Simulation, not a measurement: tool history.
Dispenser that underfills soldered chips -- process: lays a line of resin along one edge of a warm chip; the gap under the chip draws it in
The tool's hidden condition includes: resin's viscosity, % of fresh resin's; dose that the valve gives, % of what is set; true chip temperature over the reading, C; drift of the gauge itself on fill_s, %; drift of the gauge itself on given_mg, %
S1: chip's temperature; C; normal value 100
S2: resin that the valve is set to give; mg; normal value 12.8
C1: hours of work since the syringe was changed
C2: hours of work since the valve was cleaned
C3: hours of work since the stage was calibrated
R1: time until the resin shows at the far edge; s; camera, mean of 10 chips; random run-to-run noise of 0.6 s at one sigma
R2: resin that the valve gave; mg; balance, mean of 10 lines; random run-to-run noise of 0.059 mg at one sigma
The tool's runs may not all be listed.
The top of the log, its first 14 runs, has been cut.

At hour 70.6: new syringe of resin.
Run 15, hour 73.6: usual settings but S2 11.1 mg; C1 2; C2 92; C3 153. Result: R1 66.0 s, R2 10.45 mg.
Run 16, hour 79.6: usual settings but S2 11.1 mg; C1 6; C2 97; C3 158. Result: R1 95.7 s, R2 10.33 mg.
At hour 81.8: new syringe of resin.
Run 17, hour 83.1: usual settings but S2 11.1 mg; C1 1; C2 99; C3 160. Result: R1 59.3 s, R2 10.40 mg.
Run 18, hour 88.6: usual settings but S2 11.8 mg; C1 5; C2 103; C3 164. Result: R1 84.5 s, R2 11.17 mg.
At hour 92.6: new syringe of resin.
Run 19, hour 93.3: usual settings but S1 99 C, S2 11.6 mg; C1 0; C2 106; C3 167. Result: R1 58.9 s, R2 10.92 mg.
Run 20, hour 100.9: usual settings but S1 99 C, S2 11.6 mg; C1 6; C2 111; C3 172. Result: R1 96.1 s, R2 10.94 mg.
At hour 103.4: dispensing valve cleaned and set on the balance.
At hour 104.7: new syringe of resin.
Run 21, hour 105.6: usual settings but S1 93 C, S2 15.7 mg; C1 1; C2 1; C3 175. Result: R1 73.1 s, R2 15.59 mg.
Run 22, hour 110.1: usual settings but S1 93 C, S2 15.7 mg; C1 4; C2 5; C3 178. Result: R1 97.3 s, R2 15.65 mg.
At hour 115.5: new syringe of resin.
Run 23, hour 116.8: usual settings but S1 106 C, S2 14.9 mg; C1 1; C2 9; C3 182. Result: R1 45.3 s, R2 14.75 mg.
Run 24, hour 122.6: usual settings but S1 94 C, S2 12.3 mg; C1 5; C2 13; C3 186. Result: R1 103.5 s, R2 12.23 mg.
At hour 126.4: new syringe of resin.
Run 25, hour 129.7: usual settings but S1 94 C, S2 12.3 mg; C1 2; C2 18; C3 191. Result: R1 83.3 s, R2 12.16 mg.
Run 26, hour 133.0: usual settings but S1 94 C, S2 12.3 mg; C1 5; C2 20; C3 194. Result: R1 104.9 s, R2 12.12 mg.
Run 27, hour 136.2: usual settings but S1 101 C, S2 12.4 mg; C1 7; C2 23; C3 196. Result: R1 95.1 s, R2 12.11 mg.
At hour 137.4: new syringe of resin.
Run 28, hour 139.8: usual settings but S1 86 C, S2 11.9 mg; C1 2; C2 25; C3 198. Result: R1 109.8 s, R2 11.66 mg.
Run 29, hour 145.0: usual settings but S1 89 C, S2 14.4 mg; C1 5; C2 29; C3 202. Result: R1 131.6 s, R2 14.06 mg.
At hour 148.4: new syringe of resin.
Run 30, hour 150.0: usual settings but S1 107 C, S2 14.0 mg; C1 1; C2 32; C3 205. Result: R1 43.4 s, R2 13.65 mg.
Run 31, hour 157.5: usual settings but S1 91 C, S2 11.4 mg; C1 6; C2 37; C3 211. Result: R1 137.6 s, R2 11.16 mg.
At hour 159.7: new syringe of resin.
Run 32, hour 164.2: usual settings but S1 91 C, S2 11.4 mg; C1 3; C2 42; C3 215. Result: R1 104.4 s, R2 11.10 mg.
At hour 170.5: new syringe of resin.
Run 33, hour 170.5: usual settings but S1 91 C, S2 11.4 mg; C1 0; C2 46; C3 219. Result: R1 79.0 s, R2 11.01 mg.
Run 34, hour 175.2: usual settings but S1 86 C, S2 11.4 mg; C1 3; C2 49; C3 223. Result: R1 131.1 s, R2 11.06 mg.
Run 35, hour 180.8: usual settings but S1 92 C, S2 11.2 mg; C1 7; C2 53; C3 227. Result: R1 145.1 s, R2 10.75 mg.

Predict each of these 4 candidate next runs independently; none follows another, all start after run 35:
At hour 181.7: new syringe of resin.
Run A, hour 188.6: usual settings but S1 105 C; C1 5; C2 59; C3 232. Result: R1 ?, R2 ?.
At hour 181.7: new syringe of resin.
Run B, hour 188.6: usual settings but S1 99 C, S2 11.5 mg; C1 5; C2 59; C3 232. Result: R1 ?, R2 ?.
At hour 181.7: new syringe of resin.
Run C, hour 188.6: usual settings but S1 103 C, S2 13.6 mg; C1 5; C2 59; C3 232. Result: R1 ?, R2 ?.
At hour 181.7: new syringe of resin.
Run D, hour 188.6: usual settings but S1 106 C, S2 11.7 mg; C1 5; C2 59; C3 232. Result: R1 ?, R2 ?.

run    R1     R2
  A  68.1  12.25
  B  88.5  10.96
  C  73.1  13.08
  D  66.1  11.25
With the hidden condition removed and each run's random variation left untouched, the same runs would have given:
run    R1     R2
  A  42.5  12.76
  B  55.2  11.41
  C  45.7  13.62
  D  41.4  11.71

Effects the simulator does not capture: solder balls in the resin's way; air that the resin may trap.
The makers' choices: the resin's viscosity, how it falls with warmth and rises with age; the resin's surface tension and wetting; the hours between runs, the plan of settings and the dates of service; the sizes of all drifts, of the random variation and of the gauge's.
